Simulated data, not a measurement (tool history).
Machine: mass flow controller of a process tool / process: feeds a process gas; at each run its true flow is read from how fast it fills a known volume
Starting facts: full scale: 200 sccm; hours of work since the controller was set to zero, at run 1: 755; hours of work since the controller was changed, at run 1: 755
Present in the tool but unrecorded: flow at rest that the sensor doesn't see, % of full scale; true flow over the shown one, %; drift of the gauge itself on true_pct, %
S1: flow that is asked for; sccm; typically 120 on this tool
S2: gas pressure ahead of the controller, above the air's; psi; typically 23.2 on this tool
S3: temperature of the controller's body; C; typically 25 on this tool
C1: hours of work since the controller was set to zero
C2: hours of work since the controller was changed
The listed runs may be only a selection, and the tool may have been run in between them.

Run 1, hour 0.0: usual settings; C1 755; C2 755. Result: true flow (%) 98.23.
Run 2, hour 128.0: usual settings; C1 828; C2 828. Result: true flow (%) 98.39.
Run 3, hour 189.8: usual settings; C1 863; C2 863. Result: true flow (%) 98.35.
Run 4, hour 322.2: usual settings; C1 938; C2 938. Result: true flow (%) 98.30.
Run 5, hour 453.9: usual settings; C1 1013; C2 1013. Result: true flow (%) 98.30.
Run 6, hour 522.5: usual settings but S2 28.9 psi; C1 1051; C2 1051. Result: true flow (%) 98.59.
Run 7, hour 627.2: usual settings but S2 38.6 psi; C1 1111; C2 1111. Result: true flow (%) 99.22.
Run 8, hour 759.1: usual settings; C1 1186; C2 1186. Result: true flow (%) 98.22.
Run 9, hour 822.3: usual settings but S3 33 C; C1 1221; C2 1221. Result: true flow (%) 97.34.
Run 10, hour 910.6: usual settings but S3 33 C; C1 1271; C2 1271. Result: true flow (%) 97.45.
Run 11, hour 996.5: usual settings but S3 33 C; C1 1320; C2 1320. Result: true flow (%) 97.44.
Run 12, hour 1068.4: usual settings but S3 33 C; C1 1361; C2 1361. Result: true flow (%) 97.33.
Run 13, hour 1138.3: usual settings but S3 33 C; C1 1401; C2 1401. Result: true flow (%) 97.45.
Run 14, hour 1239.4: usual settings but S2 39.9 psi; C1 1458; C2 1458. Result: true flow (%) 99.33.
Run 15, hour 1341.8: usual settings but S1 176 sccm, S2 39.9 psi; C1 1516; C2 1516. Result: true flow (%) 100.10.
Run 16, hour 1465.7: usual settings but S2 25.4 psi, S3 30 C; C1 1586; C2 1586. Result: true flow (%) 97.98.
Run 17, hour 1539.7: usual settings but S1 29 sccm, S2 37.3 psi, S3 37 C; C1 1628; C2 1628. Result: true flow (%) 96.15.
Run 18, hour 1642.2: usual settings but S1 29 sccm, S2 38.1 psi; C1 1686; C2 1686. Result: true flow (%) 97.68.
Run 19, hour 1710.9: usual settings but S1 106 sccm; C1 1725; C2 1725. Result: true flow (%) 98.25.
Run 20, hour 1787.6: usual settings but S1 106 sccm, S2 35.7 psi, S3 32 C; C1 1769; C2 1769. Result: true flow (%) 97.98.
Run 21, hour 1911.0: usual settings but S1 106 sccm, S2 35.7 psi, S3 32 C; C1 1839; C2 1839. Result: true flow (%) 97.94.
Run 22, hour 2046.6: usual settings but S1 106 sccm, S2 35.7 psi, S3 32 C; C1 1916; C2 1916. Result: true flow (%) 97.96.
Run 23, hour 2182.3: usual settings but S1 22 sccm, S2 23.4 psi; C1 1993; C2 1993. Result: true flow (%) 96.53.
Run 24, hour 2306.4: usual settings but S1 22 sccm, S2 23.4 psi; C1 2063; C2 2063. Result: true flow (%) 96.63.
Run 25, hour 2444.0: usual settings but S1 27 sccm, S2 23.4 psi, S3 35 C; C1 2141; C2 2141. Result: true flow (%) 95.50.
Run 26, hour 2573.3: usual settings but S1 27 sccm, S2 23.4 psi, S3 35 C; C1 2214; C2 2214. Result: true flow (%) 95.57.
Run 27, hour 2672.9: usual settings but S1 27 sccm, S2 23.4 psi, S3 35 C; C1 2271; C2 2271. Result: true flow (%) 95.60.
Run 28, hour 2757.3: usual settings but S3 28 C; C1 2319; C2 2319. Result: true flow (%) 97.85.
Run 29, hour 2850.8: usual settings but S2 35.7 psi, S3 36 C; C1 2372; C2 2372. Result: true flow (%) 97.61.
Run 30, hour 2940.8: usual settings but S1 25 sccm, S2 31.9 psi; C1 2423; C2 2423. Result: true flow (%) 97.32.

Here are 3 independent what-if runs from the current tool condition. What would each one return?
Run A, hour 3040.3: usual settings but S1 40 sccm, S2 31.9 psi; C1 2479; C2 2479. Result: true flow (%) ?.
Run B, hour 3040.3: usual settings but S1 100 sccm, S2 21.3 psi; C1 2479; C2 2479. Result: true flow (%) ?.
Run C, hour 3040.3: usual settings but S1 23 sccm, S3 26 C; C1 2479; C2 2479. Result: true flow (%) ?.

run  true flow (%)
  A          97.55
  B          97.85
  C          96.64
Without the tool's hidden state the same runs would have given:
run  true flow (%)
  A          97.56
  B          97.86
  C          96.66

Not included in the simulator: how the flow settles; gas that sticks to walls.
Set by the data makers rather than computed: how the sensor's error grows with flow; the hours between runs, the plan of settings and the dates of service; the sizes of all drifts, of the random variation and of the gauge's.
